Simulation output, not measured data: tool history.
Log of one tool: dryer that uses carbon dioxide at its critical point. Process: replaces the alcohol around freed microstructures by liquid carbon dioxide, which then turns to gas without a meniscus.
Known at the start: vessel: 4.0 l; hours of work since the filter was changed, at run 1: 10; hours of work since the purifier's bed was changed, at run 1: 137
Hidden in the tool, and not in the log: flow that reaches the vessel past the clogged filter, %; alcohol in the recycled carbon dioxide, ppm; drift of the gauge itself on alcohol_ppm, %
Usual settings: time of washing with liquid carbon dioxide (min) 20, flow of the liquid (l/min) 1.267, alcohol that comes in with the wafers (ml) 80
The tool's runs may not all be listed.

run,hour,time of washing with liquid carbon dioxide (min),flow of the liquid (l/min),alcohol that comes in with the wafers (ml),hours of work since the filter was changed,hours of work since the purifier's bed was changed,alcohol left in the vessel before it's heated (ppm by volume)
1,0,20,1.267,80,10,137,93
2,6.1,20,1.267,80,13,140,98
3,15.2,20,2.03,80,17,144,39
4,24.3,20,1.267,80,22,148,104
5,28.9,16,1.267,80,24,150,213
6,35.2,20,0.93,80,27,153,320
7,41.5,12,1.267,80,30,156,631
8,49.9,12,1.267,80,34,160,626
9,59,20,1.47,80,38,164,75
10,63.9,20,1.47,80,40,166,70
11,70.1,20,1.47,80,43,169,75
12,79.9,29,1.267,62,48,174,58
13,84.8,20,1.24,71,50,176,102
14,90.8,29,1.62,66,53,179,54
15,95.3,21,2.09,35,55,181,55
16,104,21,2.09,35,59,185,56
17,113.9,12,1.28,45,63,190,374
18,123.8,12,1.28,45,68,194,395

Run 19 comes next. What will it give?
19,132.2,12,0.9,45,72,198,?

{"run 19": {"alcohol left in the vessel before it's heated (ppm by volume)": 1028}}
Without the tool's hidden state the same run would have given alcohol left in the vessel before it's heated (ppm by volume) 903.

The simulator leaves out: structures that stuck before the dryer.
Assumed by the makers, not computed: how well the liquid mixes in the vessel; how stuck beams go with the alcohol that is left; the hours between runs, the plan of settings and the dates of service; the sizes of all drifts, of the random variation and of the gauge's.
